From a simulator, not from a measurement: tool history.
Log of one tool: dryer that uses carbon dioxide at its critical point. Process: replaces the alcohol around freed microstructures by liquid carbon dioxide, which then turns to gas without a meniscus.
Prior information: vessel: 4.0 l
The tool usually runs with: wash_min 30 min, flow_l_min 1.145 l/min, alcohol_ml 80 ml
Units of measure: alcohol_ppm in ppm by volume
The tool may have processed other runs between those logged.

Run 1, hour 0.0: usual settings. Result: alcohol_ppm 60 ppm by volume.
Run 2, hour 13.5: usual settings. Result: alcohol_ppm 68 ppm by volume.
Run 3, hour 28.2: usual settings but wash_min 27 min. Result: alcohol_ppm 86 ppm by volume.
Run 4, hour 35.4: usual settings but wash_min 27 min. Result: alcohol_ppm 81 ppm by volume.
Run 5, hour 41.4: usual settings but wash_min 27 min. Result: alcohol_ppm 81 ppm by volume.
Run 6, hour 48.5: usual settings but flow_l_min 0.940 l/min. Result: alcohol_ppm 100 ppm by volume.
Run 7, hour 61.5: usual settings but flow_l_min 0.940 l/min. Result: alcohol_ppm 105 ppm by volume.
Run 8, hour 67.6: usual settings but flow_l_min 0.940 l/min. Result: alcohol_ppm 108 ppm by volume.
Run 9, hour 76.1: usual settings but flow_l_min 0.980 l/min. Result: alcohol_ppm 99 ppm by volume.
Run 10, hour 87.5: usual settings but flow_l_min 0.980 l/min. Result: alcohol_ppm 95 ppm by volume.
Run 11, hour 99.4: usual settings but flow_l_min 0.980 l/min. Result: alcohol_ppm 94 ppm by volume.
Run 12, hour 106.6: usual settings. Result: alcohol_ppm 87 ppm by volume.
Run 13, hour 116.8: usual settings. Result: alcohol_ppm 83 ppm by volume.
Run 14, hour 123.1: usual settings but wash_min 46 min. Result: alcohol_ppm 72 ppm by volume.
Run 15, hour 136.6: usual settings. Result: alcohol_ppm 91 ppm by volume.
Run 16, hour 150.4: usual settings. Result: alcohol_ppm 91 ppm by volume.
Run 17, hour 163.0: usual settings but wash_min 22 min. Result: alcohol_ppm 162 ppm by volume.
Run 18, hour 177.5: usual settings but wash_min 22 min, flow_l_min 1.050 l/min. Result: alcohol_ppm 217 ppm by volume.
Run 19, hour 191.5: usual settings but wash_min 22 min, flow_l_min 1.050 l/min. Result: alcohol_ppm 225 ppm by volume.
Run 20, hour 199.9: usual settings but wash_min 22 min, flow_l_min 1.050 l/min. Result: alcohol_ppm 212 ppm by volume.
Run 21, hour 209.4: usual settings but wash_min 22 min, flow_l_min 1.050 l/min. Result: alcohol_ppm 224 ppm by volume.
Run 22, hour 222.1: usual settings. Result: alcohol_ppm 95 ppm by volume.
Run 23, hour 230.5: usual settings but wash_min 42 min. Result: alcohol_ppm 78 ppm by volume.
Run 24, hour 243.6: usual settings but wash_min 42 min. Result: alcohol_ppm 86 ppm by volume.
Run 25, hour 250.2: usual settings but wash_min 42 min. Result: alcohol_ppm 89 ppm by volume.
Run 26, hour 264.6: usual settings but wash_min 42 min. Result: alcohol_ppm 90 ppm by volume.
Run 27, hour 275.2: usual settings but wash_min 44 min. Result: alcohol_ppm 99 ppm by volume.
Run 28, hour 289.9: usual settings but wash_min 44 min. Result: alcohol_ppm 94 ppm by volume.
Run 29, hour 296.5: usual settings but wash_min 44 min. Result: alcohol_ppm 93 ppm by volume.
Run 30, hour 309.4: usual settings but flow_l_min 0.900 l/min, alcohol_ml 28 ml. Result: alcohol_ppm 112 ppm by volume.
Run 31, hour 318.3: usual settings but wash_min 41 min, flow_l_min 0.780 l/min, alcohol_ml 48 ml. Result: alcohol_ppm 114 ppm by volume.
At hour 321.3: inlet filter changed.
Run 32, hour 331.5: usual settings but flow_l_min 1.070 l/min. Result: alcohol_ppm 111 ppm by volume.
Run 33, hour 338.3: usual settings but wash_min 23 min, flow_l_min 1.540 l/min, alcohol_ml 49 ml. Result: alcohol_ppm 99 ppm by volume.
Run 34, hour 350.6: usual settings but wash_min 18 min, alcohol_ml 108 ml. Result: alcohol_ppm 363 ppm by volume.
Run 35, hour 363.0: usual settings but wash_min 18 min, alcohol_ml 108 ml. Result: alcohol_ppm 354 ppm by volume.
Run 36, hour 374.4: usual settings but wash_min 18 min, alcohol_ml 108 ml. Result: alcohol_ppm 374 ppm by volume.
Run 37, hour 381.4: usual settings but wash_min 18 min, alcohol_ml 108 ml. Result: alcohol_ppm 378 ppm by volume.
Run 38, hour 389.4: usual settings but alcohol_ml 30 ml. Result: alcohol_ppm 116 ppm by volume.
Run 39, hour 401.3: usual settings but wash_min 29 min, flow_l_min 1.330 l/min, alcohol_ml 29 ml. Result: alcohol_ppm 110 ppm by volume.
Run 40, hour 413.2: usual settings but wash_min 24 min, flow_l_min 1.590 l/min, alcohol_ml 106 ml. Result: alcohol_ppm 120 ppm by volume.
Run 41, hour 420.2: usual settings but wash_min 24 min, flow_l_min 1.590 l/min, alcohol_ml 106 ml. Result: alcohol_ppm 115 ppm by volume.
Run 42, hour 430.3: usual settings but wash_min 27 min, flow_l_min 0.980 l/min. Result: alcohol_ppm 167 ppm by volume.
Run 43, hour 445.2: usual settings but wash_min 27 min, flow_l_min 0.980 l/min. Result: alcohol_ppm 163 ppm by volume.
Run 44, hour 459.3: usual settings but wash_min 35 min, flow_l_min 1.340 l/min, alcohol_ml 103 ml. Result: alcohol_ppm 122 ppm by volume.
Run 45, hour 468.7: usual settings but wash_min 27 min, flow_l_min 1.510 l/min, alcohol_ml 37 ml. Result: alcohol_ppm 111 ppm by volume.
Run 46, hour 481.7: usual settings but wash_min 32 min, alcohol_ml 36 ml. Result: alcohol_ppm 116 ppm by volume.
Run 47, hour 488.6: usual settings but wash_min 21 min, flow_l_min 0.800 l/min, alcohol_ml 68 ml. Result: alcohol_ppm 520 ppm by volume.

Below are 4 alternative next runs, each starting from the tool's condition after run 47. Predict each:
Run A, hour 495.6: usual settings but wash_min 28 min, flow_l_min 0.800 l/min, alcohol_ml 68 ml. Result: alcohol_ppm ?.
Run B, hour 495.6: usual settings but wash_min 40 min. Result: alcohol_ppm ?.
Run C, hour 495.6: usual settings but flow_l_min 0.990 l/min. Result: alcohol_ppm ?.
Run D, hour 495.6: usual settings but wash_min 34 min, flow_l_min 1.670 l/min, alcohol_ml 21 ml. Result: alcohol_ppm ?.

run  alcohol_ppm
  A          233
  B          124
  C          141
  D          117
Without the tool's unlogged condition, the same runs would have read:
run  alcohol_ppm
  A          112
  B           10
  C           28
  D            3
